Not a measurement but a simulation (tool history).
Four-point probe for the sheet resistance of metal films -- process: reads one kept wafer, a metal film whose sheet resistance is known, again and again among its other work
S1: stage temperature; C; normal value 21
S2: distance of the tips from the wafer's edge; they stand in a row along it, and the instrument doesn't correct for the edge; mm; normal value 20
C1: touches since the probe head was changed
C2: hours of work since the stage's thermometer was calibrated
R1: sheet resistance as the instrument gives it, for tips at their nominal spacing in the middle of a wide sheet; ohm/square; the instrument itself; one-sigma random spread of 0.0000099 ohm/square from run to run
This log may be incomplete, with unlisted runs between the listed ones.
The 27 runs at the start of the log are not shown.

Run 28, hour 489.4: usual settings but S1 27 C, S2 55 mm; C1 60069; C2 1388. Result: R1 0.049400 ohm/square.
Run 29, hour 511.6: usual settings but S1 26 C, S2 4 mm; C1 60994; C2 1405. Result: R1 0.050954 ohm/square.
Run 30, hour 530.7: usual settings but S1 26 C, S2 44 mm; C1 61792; C2 1419. Result: R1 0.049374 ohm/square.
Run 31, hour 541.8: usual settings but S1 26 C, S2 44 mm; C1 62255; C2 1427. Result: R1 0.049377 ohm/square.
Run 32, hour 562.6: usual settings but S1 26 C, S2 44 mm; C1 63122; C2 1442. Result: R1 0.049359 ohm/square.
Run 33, hour 580.5: usual settings but S1 28 C, S2 39 mm; C1 63867; C2 1456. Result: R1 0.049425 ohm/square.
Run 34, hour 592.4: usual settings but S1 28 C, S2 3 mm; C1 64366; C2 1465. Result: R1 0.052198 ohm/square.
Run 35, hour 610.1: usual settings but S1 23 C, S2 70 mm; C1 65101; C2 1478. Result: R1 0.049266 ohm/square.
Run 36, hour 622.3: usual settings but S1 33 C, S2 42 mm; C1 65610; C2 1487. Result: R1 0.049525 ohm/square.
Run 37, hour 643.9: usual settings but S2 22 mm; C1 66515; C2 1503. Result: R1 0.049292 ohm/square.
Run 38, hour 662.2: usual settings but S1 32 C, S2 65 mm; C1 67278; C2 1516. Result: R1 0.049497 ohm/square.
Run 39, hour 683.7: usual settings but S1 25 C, S2 12 mm; C1 68173; C2 1532. Result: R1 0.049505 ohm/square.
Run 40, hour 694.4: usual settings but S1 25 C, S2 72 mm; C1 68620; C2 1540. Result: R1 0.049342 ohm/square.
Run 41, hour 717.6: usual settings but S1 27 C, S2 10 mm; C1 69590; C2 1558. Result: R1 0.049625 ohm/square.
Run 42, hour 730.9: usual settings but S1 27 C, S2 10 mm; C1 70144; C2 1567. Result: R1 0.049651 ohm/square.
Run 43, hour 748.7: usual settings but S1 27 C, S2 10 mm; C1 70886; C2 1581. Result: R1 0.049628 ohm/square.
Run 44, hour 773.1: usual settings but S1 33 C, S2 18 mm; C1 71902; C2 1599. Result: R1 0.049589 ohm/square.

What if the next run were any one of these 5? Each begins from the tool's condition after run 44:
Run A, hour 783.9: usual settings but S2 11 mm; C1 72356; C2 1607. Result: R1 ?.
Run B, hour 783.9: usual settings but S1 22 C, S2 8 mm; C1 72356; C2 1607. Result: R1 ?.
Run C, hour 783.9: usual settings but S1 24 C, S2 32 mm; C1 72356; C2 1607. Result: R1 ?.
Run D, hour 783.9: usual settings but S1 23 C, S2 37 mm; C1 72356; C2 1607. Result: R1 ?.
Run E, hour 783.9: usual settings but S1 26 C, S2 18 mm; C1 72356; C2 1607. Result: R1 ?.

run        R1
  A  0.049439
  B  0.049651
  C  0.049328
  D  0.049292
  E  0.049402
Without the tool's unlogged condition, the same runs would have read:
run        R1
  A  0.049776
  B  0.049989
  C  0.049664
  D  0.049628
  E  0.049738
